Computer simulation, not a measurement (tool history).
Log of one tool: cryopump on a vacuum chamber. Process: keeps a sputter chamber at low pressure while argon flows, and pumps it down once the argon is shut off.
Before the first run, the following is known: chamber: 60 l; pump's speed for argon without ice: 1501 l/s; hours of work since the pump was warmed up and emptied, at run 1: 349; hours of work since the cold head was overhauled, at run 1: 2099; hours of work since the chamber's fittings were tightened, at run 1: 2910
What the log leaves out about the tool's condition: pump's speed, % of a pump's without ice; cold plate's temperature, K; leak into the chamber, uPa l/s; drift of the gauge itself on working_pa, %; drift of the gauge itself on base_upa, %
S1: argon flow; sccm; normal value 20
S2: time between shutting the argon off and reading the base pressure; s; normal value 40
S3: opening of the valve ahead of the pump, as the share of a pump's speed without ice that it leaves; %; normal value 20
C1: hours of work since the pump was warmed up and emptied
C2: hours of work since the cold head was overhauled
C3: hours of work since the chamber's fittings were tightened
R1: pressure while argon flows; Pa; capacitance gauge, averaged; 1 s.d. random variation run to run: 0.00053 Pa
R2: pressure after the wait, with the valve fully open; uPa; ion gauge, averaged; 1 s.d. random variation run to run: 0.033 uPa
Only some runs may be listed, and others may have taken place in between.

| run | hour | S1 | S2 | S3 | C1 | C2 | C3 | R1 | R2 |
|---|---|---|---|---|---|---|---|---|---|
| 1 | 0 | 20 | 40 | 20 | 349 | 2099 | 2910 | 0.1161 | 3.03 |
| 2 | 72.2 | 20 | 99 | 20 | 401 | 2151 | 2962 | 0.1158 | 1.57 |
| 3 | 140.8 | 20 | 99 | 20 | 451 | 2201 | 3012 | 0.1159 | 1.62 |
| 4 | 190.3 | 20 | 99 | 20 | 486 | 2237 | 3048 | 0.1169 | 1.61 |
| 5 | 239.9 | 20 | 99 | 20 | 522 | 2273 | 3084 | 0.1166 | 1.69 |
| 6 | 280.7 | 20 | 99 | 56 | 552 | 2302 | 3113 | 0.0444 | 1.64 |
| 7 | 357.8 | 20 | 40 | 21 | 608 | 2358 | 3169 | 0.1129 | 3 |
| 8 | 441.5 | 20 | 40 | 20 | 668 | 2419 | 3230 | 0.1186 | 3.1 |
| 9 | 505.9 | 20 | 40 | 20 | 715 | 2465 | 3276 | 0.1191 | 3.05 |
| 10 | 553.7 | 20 | 40 | 20 | 750 | 2500 | 3311 | 0.1194 | 3.16 |
| 11 | 632 | 20 | 40 | 20 | 806 | 2557 | 3367 | 0.1205 | 3.25 |
|  | 667.9 | pump warmed up, emptied and cooled again |
| 12 | 708.1 | 20 | 40 | 20 | 29 | 2608 | 3419 | 0.1126 | 2.96 |
| 13 | 798 | 20 | 40 | 20 | 94 | 2673 | 3484 | 0.1138 | 3.02 |
| 14 | 859.8 | 29 | 67 | 24 | 139 | 2718 | 3529 | 0.1381 | 2.05 |
| 15 | 915.5 | 29 | 82 | 24 | 179 | 2758 | 3569 | 0.1388 | 1.76 |
| 16 | 965.8 | 10 | 207 | 21 | 216 | 2795 | 3606 | 0.0543 | 1.13 |
| 17 | 1053.7 | 19 | 154 | 21 | 279 | 2858 | 3669 | 0.1038 | 1.33 |
| 18 | 1128.9 | 19 | 39 | 20 | 334 | 2913 | 3724 | 0.1106 | 3.17 |
|  | 1203.7 | leaking fittings of the chamber tightened, without venting |
| 19 | 1222.1 | 19 | 39 | 20 | 400 | 2979 | 13 | 0.1098 | 2.72 |
| 20 | 1290.4 | 38 | 40 | 33 | 449 | 3028 | 63 | 0.1379 | 2.65 |
| 21 | 1375.3 | 38 | 40 | 33 | 511 | 3090 | 124 | 0.1381 | 2.66 |
| 22 | 1452.1 | 38 | 101 | 36 | 567 | 3145 | 180 | 0.1276 | 1.27 |
| 23 | 1495.2 | 38 | 101 | 36 | 598 | 3177 | 211 | 0.129 | 1.26 |

Predict each of these 5 candidate next runs independently; none follows another, all start after run 23:
| A | 1537 | 27 | 34 | 22 | 628 | 3207 | 241 | ? | ? |
| B | 1537 | 15 | 101 | 36 | 628 | 3207 | 241 | ? | ? |
| C | 1537 | 12 | 101 | 29 | 628 | 3207 | 241 | ? | ? |
| D | 1537 | 38 | 78 | 36 | 628 | 3207 | 241 | ? | ? |
| E | 1537 | 38 | 101 | 37 | 628 | 3207 | 241 | ? | ? |

| run | R1 | R2 |
|---|---|---|
| A | 0.1469 | 3.08 |
| B | 0.0499 | 1.28 |
| C | 0.0497 | 1.3 |
| D | 0.1293 | 1.52 |
| E | 0.1264 | 1.25 |
Stripped of hidden state, with their random variation kept, the same runs would have yielded:
| run | R1 | R2 |
|---|---|---|
| A | 0.1391 | 2.96 |
| B | 0.0457 | 1.16 |
| C | 0.0463 | 1.18 |
| D | 0.1185 | 1.41 |
| E | 0.1156 | 1.14 |
